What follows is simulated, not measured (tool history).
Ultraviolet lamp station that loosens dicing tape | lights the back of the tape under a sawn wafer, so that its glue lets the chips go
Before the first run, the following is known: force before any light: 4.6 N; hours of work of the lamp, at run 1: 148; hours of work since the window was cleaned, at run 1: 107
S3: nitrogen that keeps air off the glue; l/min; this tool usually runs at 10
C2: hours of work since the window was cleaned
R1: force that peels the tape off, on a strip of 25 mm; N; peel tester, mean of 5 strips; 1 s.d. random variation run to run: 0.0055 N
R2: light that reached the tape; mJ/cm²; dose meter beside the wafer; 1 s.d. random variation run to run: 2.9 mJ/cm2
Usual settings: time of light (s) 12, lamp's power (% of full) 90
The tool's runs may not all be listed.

{"run": 1, "hour": 0.0, "time of light (s)": 12, "lamp's power (% of full)": 90, "S3": 10, "hours of work of the lamp": 148, "C2": 107, "R1": 0.133, "R2": 395}
{"run": 2, "hour": 53.4, "time of light (s)": 12, "lamp's power (% of full)": 75, "S3": 10, "hours of work of the lamp": 172, "C2": 131, "R1": 0.191, "R2": 329}
{"run": 3, "hour": 96.3, "time of light (s)": 12, "lamp's power (% of full)": 61, "S3": 10, "hours of work of the lamp": 192, "C2": 151, "R1": 0.294, "R2": 262}
{"run": 4, "hour": 130.5, "time of light (s)": 12, "lamp's power (% of full)": 61, "S3": 10, "hours of work of the lamp": 207, "C2": 166, "R1": 0.316, "R2": 260}
{"run": 5, "hour": 181.6, "time of light (s)": 12, "lamp's power (% of full)": 61, "S3": 10, "hours of work of the lamp": 230, "C2": 190, "R1": 0.306, "R2": 257}
{"run": 6, "hour": 235.8, "time of light (s)": 12, "lamp's power (% of full)": 61, "S3": 10, "hours of work of the lamp": 255, "C2": 214, "R1": 0.313, "R2": 252}
{"run": 7, "hour": 269.7, "time of light (s)": 12, "lamp's power (% of full)": 90, "S3": 3, "hours of work of the lamp": 270, "C2": 230, "R1": 0.438, "R2": 369}
{"run": 8, "hour": 337.6, "time of light (s)": 12, "lamp's power (% of full)": 90, "S3": 10, "hours of work of the lamp": 301, "C2": 261, "R1": 0.159, "R2": 363}
{"run": 9, "hour": 380.2, "time of light (s)": 12, "lamp's power (% of full)": 90, "S3": 10, "hours of work of the lamp": 321, "C2": 280, "R1": 0.142, "R2": 361}
{"run": 10, "hour": 444.3, "time of light (s)": 12, "lamp's power (% of full)": 90, "S3": 10, "hours of work of the lamp": 350, "C2": 309, "R1": 0.162, "R2": 356}
{"run": 11, "hour": 478.9, "time of light (s)": 12, "lamp's power (% of full)": 90, "S3": 10, "hours of work of the lamp": 366, "C2": 325, "R1": 0.168, "R2": 352}
{"run": 12, "hour": 536.0, "time of light (s)": 12, "lamp's power (% of full)": 90, "S3": 10, "hours of work of the lamp": 392, "C2": 351, "R1": 0.171, "R2": 343}
{"run": 13, "hour": 566.9, "time of light (s)": 12, "lamp's power (% of full)": 90, "S3": 10, "hours of work of the lamp": 406, "C2": 365, "R1": 0.17, "R2": 345}
{"run": 14, "hour": 636.5, "time of light (s)": 12, "lamp's power (% of full)": 90, "S3": 10, "hours of work of the lamp": 437, "C2": 397, "R1": 0.183, "R2": 335}
{"run": 15, "hour": 673.9, "time of light (s)": 12, "lamp's power (% of full)": 64, "S3": 10, "hours of work of the lamp": 454, "C2": 414, "R1": 0.373, "R2": 235}
{"run": 16, "hour": 721.1, "time of light (s)": 12, "lamp's power (% of full)": 90, "S3": 5, "hours of work of the lamp": 476, "C2": 435, "R1": 0.361, "R2": 327}
{"run": 17, "hour": 779.8, "time of light (s)": 12, "lamp's power (% of full)": 90, "S3": 5, "hours of work of the lamp": 502, "C2": 462, "R1": 0.381, "R2": 324}
{"run": 18, "hour": 847.9, "time of light (s)": 12, "lamp's power (% of full)": 63, "S3": 5, "hours of work of the lamp": 533, "C2": 493, "R1": 0.747, "R2": 222}
{"run": 19, "hour": 914.1, "time of light (s)": 12, "lamp's power (% of full)": 63, "S3": 8, "hours of work of the lamp": 564, "C2": 523, "R1": 0.526, "R2": 218}
{"run": 20, "hour": 946.8, "time of light (s)": 18, "lamp's power (% of full)": 90, "S3": 10, "hours of work of the lamp": 578, "C2": 538, "R1": 0.112, "R2": 465}
{"run": 21, "hour": 987.0, "time of light (s)": 18, "lamp's power (% of full)": 90, "S3": 10, "hours of work of the lamp": 597, "C2": 556, "R1": 0.106, "R2": 462}
{"run": 22, "hour": 1040.2, "time of light (s)": 16, "lamp's power (% of full)": 95, "S3": 8, "hours of work of the lamp": 621, "C2": 580, "R1": 0.144, "R2": 423}
{"run": 23, "hour": 1097.2, "time of light (s)": 16, "lamp's power (% of full)": 95, "S3": 8, "hours of work of the lamp": 647, "C2": 606, "R1": 0.156, "R2": 418}
{"run": 24, "hour": 1130.1, "time of light (s)": 18, "lamp's power (% of full)": 96, "S3": 8, "hours of work of the lamp": 662, "C2": 621, "R1": 0.119, "R2": 463}
{"run": 25, "hour": 1161.1, "time of light (s)": 17, "lamp's power (% of full)": 83, "S3": 8, "hours of work of the lamp": 676, "C2": 635, "R1": 0.171, "R2": 378}

Run 26, settings as shown, results not yet in. Your forecast:
{"run": 26, "hour": 1194.1, "time of light (s)": 12, "lamp's power (% of full)": 75, "S3": 10, "hours of work of the lamp": 691, "C2": 650, "R1": "?", "R2": "?"}

Run 26 came out at R1 0.375 N, R2 241 mJ/cm².
Without the tool's hidden state the same run would have given R1 0.166 N, R2 362 mJ/cm².

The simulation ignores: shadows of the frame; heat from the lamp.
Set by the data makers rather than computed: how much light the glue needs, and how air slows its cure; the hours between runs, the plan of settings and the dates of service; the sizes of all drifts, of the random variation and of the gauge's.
